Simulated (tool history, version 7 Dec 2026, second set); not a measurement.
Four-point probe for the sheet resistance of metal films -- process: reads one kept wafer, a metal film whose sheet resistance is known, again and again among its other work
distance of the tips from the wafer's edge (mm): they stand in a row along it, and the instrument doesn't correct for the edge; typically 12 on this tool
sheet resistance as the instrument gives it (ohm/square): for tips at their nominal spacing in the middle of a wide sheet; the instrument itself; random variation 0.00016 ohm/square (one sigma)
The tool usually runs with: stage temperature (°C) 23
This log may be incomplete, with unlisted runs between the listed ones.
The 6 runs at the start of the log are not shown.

run,hour,stage temperature (°C),distance of the tips from the wafer's edge (mm),touches since the probe head was changed,hours of work since the stage's thermometer was calibrated,sheet resistance as the instrument gives it (ohm/square)
7,213.3,23,10,42491,1488,0.819228
8,248.7,28,12,44918,1516,0.815366
9,302.2,28,12,48588,1559,0.815315
10,333,28,12,50702,1584,0.815429
11,385.9,23,12,54325,1626,0.819343
12,416.8,23,12,56448,1650,0.819945
13,459.6,23,12,59382,1685,0.819862
14,486.3,23,12,61214,1706,0.820099
15,533.1,23,12,64423,1743,0.820306
16,587.1,23,12,68131,1786,0.820988
17,641.8,23,12,71881,1830,0.821004
18,664.1,23,12,73411,1848,0.820915
19,705.3,23,12,76233,1880,0.820995

What does the tool deliver on the next run?
20,756.4,23,21,79737,1921,?

Run 20 produced sheet resistance as the instrument gives it (ohm/square) 0.820793.
Had the tool carried no hidden state, the very same run would have given sheet resistance as the instrument gives it (ohm/square) 0.811854.
